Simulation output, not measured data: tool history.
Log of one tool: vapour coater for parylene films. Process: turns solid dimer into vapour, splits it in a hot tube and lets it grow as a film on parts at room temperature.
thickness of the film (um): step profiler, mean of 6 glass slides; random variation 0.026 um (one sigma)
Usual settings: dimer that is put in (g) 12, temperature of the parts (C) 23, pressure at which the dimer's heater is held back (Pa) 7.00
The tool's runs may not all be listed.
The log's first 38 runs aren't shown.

run	hour	dimer that is put in (g)	temperature of the parts (C)	pressure at which the dimer's heater is held back (Pa)	hours of work since the trap's valve was overhauled	hours of work since the table's thermometer was calibrated	thickness of the film (um)
39	736.8	6	22	2.31	275	734	1.17
40	757.7	11	31	7.00	289	748	1.30
41	778.5	11	31	7.00	303	762	1.30
42	801.7	11	31	7.00	318	778	1.32
43	826.7	12	25	2.75	335	795	2.00
44	846.9	10	22	7.19	349	808	1.56
45	868.4	10	22	7.19	363	823	1.52
# hour 881.6: trap's valve overhauled
46	894.9	10	22	9.35	9	838	1.69
47	909.4	8	23	4.02	19	848	1.51

3 ways to go on from here, each from the tool as it stands after run 47. What would each give?
A	929.5	12	23	5.00	32	861	?
B	929.5	8	23	6.79	32	861	?
C	929.5	12	23	7.00	32	861	?

run	thickness of the film (um)
A	2.21
B	1.40
C	2.04
Without the tool's hidden state the same runs would have given:
run	thickness of the film (um)
A	2.32
B	1.47
C	2.15
